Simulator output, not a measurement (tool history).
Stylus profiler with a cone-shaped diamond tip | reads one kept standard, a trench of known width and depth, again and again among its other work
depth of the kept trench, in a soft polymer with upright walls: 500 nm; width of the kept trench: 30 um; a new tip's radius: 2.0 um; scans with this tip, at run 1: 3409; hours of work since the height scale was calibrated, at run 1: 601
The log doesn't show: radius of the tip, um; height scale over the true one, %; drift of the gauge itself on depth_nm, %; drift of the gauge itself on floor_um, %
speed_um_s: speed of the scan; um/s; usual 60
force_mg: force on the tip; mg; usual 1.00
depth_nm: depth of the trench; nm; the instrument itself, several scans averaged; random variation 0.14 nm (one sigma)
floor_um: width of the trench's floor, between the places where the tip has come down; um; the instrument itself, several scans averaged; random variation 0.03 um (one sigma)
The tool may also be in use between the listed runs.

run,day,speed_um_s,force_mg,scans with this tip,hours of work since the height scale was calibrated,depth_nm,floor_um
1,0.000,60,1.00,3409,601,504.15,26.51
2,0.817,60,1.00,3480,614,504.38,26.47
3,2.596,60,1.00,3635,641,504.37,26.45
4,3.925,60,1.00,3750,661,504.68,26.41
5,5.275,60,1.00,3868,682,504.44,26.43
6,6.812,60,1.00,4002,706,504.58,26.40
7,8.300,60,1.00,4131,729,504.47,26.39
8,9.250,60,1.00,4214,743,504.58,26.43
9,10.533,60,1.00,4325,763,504.59,26.37
10,11.596,100,1.00,4418,779,504.69,25.99
11,12.712,60,0.80,4515,796,504.03,26.28
12,13.575,28,0.35,4590,810,502.95,26.53
13,15.029,73,1.17,4717,832,505.01,26.19
14,16.225,112,1.59,4821,850,505.88,26.05
15,17.754,176,2.85,4954,874,508.23,25.90
16,19.471,84,2.85,5103,900,508.30,26.41
17,20.721,84,2.85,5212,919,508.27,26.39
18,22.658,84,2.85,5381,949,508.28,26.41
19,24.317,98,0.76,5525,974,504.45,25.77
20,25.483,60,1.51,5627,992,506.09,26.43
21,26.729,86,1.51,5735,1011,505.98,26.14

3 ways to go on from here, each from the tool as it stands after run 21. What would each give?
A,27.825,88,0.78,5830,1028,?,?
B,27.825,236,1.10,5830,1028,?,?
C,27.825,145,1.74,5830,1028,?,?

run,depth_nm,floor_um
A,504.54,25.83
B,505.32,24.53
C,506.62,25.74
Without the tool's hidden state the same runs would have given:
run,depth_nm,floor_um
A,502.87,26.32
B,503.66,25.02
C,504.95,26.22

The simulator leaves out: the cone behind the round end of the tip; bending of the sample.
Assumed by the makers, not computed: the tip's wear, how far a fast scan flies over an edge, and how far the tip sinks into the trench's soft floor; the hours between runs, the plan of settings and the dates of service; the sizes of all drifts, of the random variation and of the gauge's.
